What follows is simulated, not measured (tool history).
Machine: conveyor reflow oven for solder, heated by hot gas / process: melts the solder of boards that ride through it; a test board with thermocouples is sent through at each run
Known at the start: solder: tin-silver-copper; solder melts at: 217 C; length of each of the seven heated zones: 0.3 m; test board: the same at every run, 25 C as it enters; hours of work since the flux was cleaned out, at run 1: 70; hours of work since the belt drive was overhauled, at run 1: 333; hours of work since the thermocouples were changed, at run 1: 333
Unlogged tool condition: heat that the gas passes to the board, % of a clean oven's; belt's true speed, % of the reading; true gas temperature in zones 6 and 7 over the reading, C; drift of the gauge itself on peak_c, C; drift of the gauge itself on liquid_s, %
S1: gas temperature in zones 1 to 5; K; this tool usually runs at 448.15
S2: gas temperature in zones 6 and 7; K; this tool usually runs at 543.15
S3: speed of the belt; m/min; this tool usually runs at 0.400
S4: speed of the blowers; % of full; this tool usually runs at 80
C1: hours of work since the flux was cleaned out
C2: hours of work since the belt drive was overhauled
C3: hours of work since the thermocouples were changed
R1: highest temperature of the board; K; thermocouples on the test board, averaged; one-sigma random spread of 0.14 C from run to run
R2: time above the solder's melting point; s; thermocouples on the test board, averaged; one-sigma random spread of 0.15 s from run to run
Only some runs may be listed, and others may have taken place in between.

Run 1, hour 0.0: usual settings; C1 70; C2 333; C3 333. Result: R1 529.75 K, R2 71.7 s.
Run 2, hour 36.0: usual settings; C1 97; C2 360; C3 360. Result: R1 529.75 K, R2 71.6 s.
Run 3, hour 73.2: usual settings; C1 125; C2 388; C3 388. Result: R1 529.35 K, R2 71.2 s.
Run 4, hour 104.7: usual settings; C1 149; C2 412; C3 412. Result: R1 529.15 K, R2 71.2 s.
Run 5, hour 138.5: usual settings; C1 175; C2 438; C3 438. Result: R1 529.15 K, R2 71.0 s.
Run 6, hour 183.1: usual settings; C1 209; C2 472; C3 472. Result: R1 528.95 K, R2 70.6 s.
Run 7, hour 207.7: usual settings; C1 227; C2 491; C3 491. Result: R1 528.85 K, R2 70.5 s.
Run 8, hour 241.6: usual settings; C1 253; C2 516; C3 516. Result: R1 528.55 K, R2 70.7 s.
Run 9, hour 266.6: usual settings but S3 0.451 m/min; C1 272; C2 535; C3 535. Result: R1 524.35 K, R2 58.0 s.
Run 10, hour 292.8: usual settings but S3 0.451 m/min; C1 292; C2 555; C3 555. Result: R1 524.05 K, R2 58.0 s.
Run 11, hour 316.1: usual settings but S3 0.451 m/min; C1 310; C2 573; C3 573. Result: R1 524.05 K, R2 57.6 s.
Run 12, hour 350.7: usual settings but S3 0.451 m/min; C1 336; C2 599; C3 599. Result: R1 523.75 K, R2 57.5 s.
Run 13, hour 370.9: usual settings but S3 0.451 m/min; C1 351; C2 614; C3 614. Result: R1 523.85 K, R2 57.5 s.
At hour 382.5: flux residue cleaned out of gas plates and filters.
Run 14, hour 408.6: usual settings but S1 452.15 K; C1 20; C2 639; C3 639. Result: R1 531.95 K, R2 75.2 s.
Run 15, hour 446.0: usual settings but S1 452.15 K; C1 48; C2 668; C3 668. Result: R1 531.65 K, R2 75.3 s.
Run 16, hour 470.6: usual settings but S1 452.15 K, S2 557.15 K; C1 67; C2 686; C3 686. Result: R1 544.15 K, R2 82.3 s.
Run 17, hour 516.5: usual settings but S1 452.15 K, S2 557.15 K, S3 0.425 m/min, S4 53 % of full; C1 102; C2 721; C3 721. Result: R1 534.15 K, R2 70.5 s.
Run 18, hour 561.0: usual settings but S1 437.15 K, S2 533.15 K, S3 0.435 m/min, S4 76 % of full; C1 136; C2 755; C3 755. Result: R1 516.35 K, R2 49.7 s.

Forecast run 19:
Run 19, hour 582.4: usual settings but S1 437.15 K, S2 533.15 K, S3 0.435 m/min, S4 76 % of full; C1 152; C2 771; C3 771. Result: R1 ?, R2 ?.

R1: 516.25 K
R2: 49.1 s
Minus the tool's unlogged condition, the same run would have read R1 515.25 K, R2 48.2 s.
